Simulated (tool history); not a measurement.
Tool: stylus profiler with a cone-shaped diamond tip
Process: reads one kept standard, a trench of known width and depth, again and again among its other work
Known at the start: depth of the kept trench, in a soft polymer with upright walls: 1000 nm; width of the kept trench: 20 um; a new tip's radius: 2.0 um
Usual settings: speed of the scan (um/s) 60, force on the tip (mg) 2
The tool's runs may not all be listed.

run	hour	speed of the scan (um/s)	force on the tip (mg)	depth of the trench (angstrom)	width of the trench's floor (µm)
1	0	60	2	10122.1	16.11
2	37.6	60	2	10125.3	16.12
3	66.3	60	1.3	10092.5	15.92
4	110.2	60	5.02	10238.3	16.11
5	153.5	60	2	10123.5	15.97
6	188.3	60	1.87	10118.6	15.98
7	212.7	60	1.87	10121.8	15.94
8	233.3	60	1.87	10113	15.92
9	265	60	1.87	10109	15.88
10	285.5	102	1.35	10090.4	15.48
11	329.8	74	1.35	10084.6	15.71
12	371.1	74	1.35	10083.6	15.73
13	406.2	41	2.62	10141.7	15.97
14	442.3	25	2.73	10146.9	16.1
15	466.9	25	2.73	10156.8	16.12

Not shown: 2 entries that the log had between the listed runs. Between which runs, and how does the tool's hidden state differ before and after?
Between runs 8 and 9: height scale calibrated on a step standard (hour 236.7)
  radius of the tip, um: 2.19 -> 2.2; height scale over the true one, %: -0.065 -> -0.11
  measured less the result without the state, depth of the trench (angstrom): -6.6 -> -11.1; width of the trench's floor (µm): -0.22 -> -0.23
Between runs 14 and 15: height scale calibrated on a step standard, once more (hour 457.2)
  radius of the tip, um: 2.28 -> 2.3; height scale over the true one, %: -0.131 -> -0.046
  measured less the result without the state, depth of the trench (angstrom): -13.3 -> -4.6; width of the trench's floor (µm): -0.31 -> -0.33
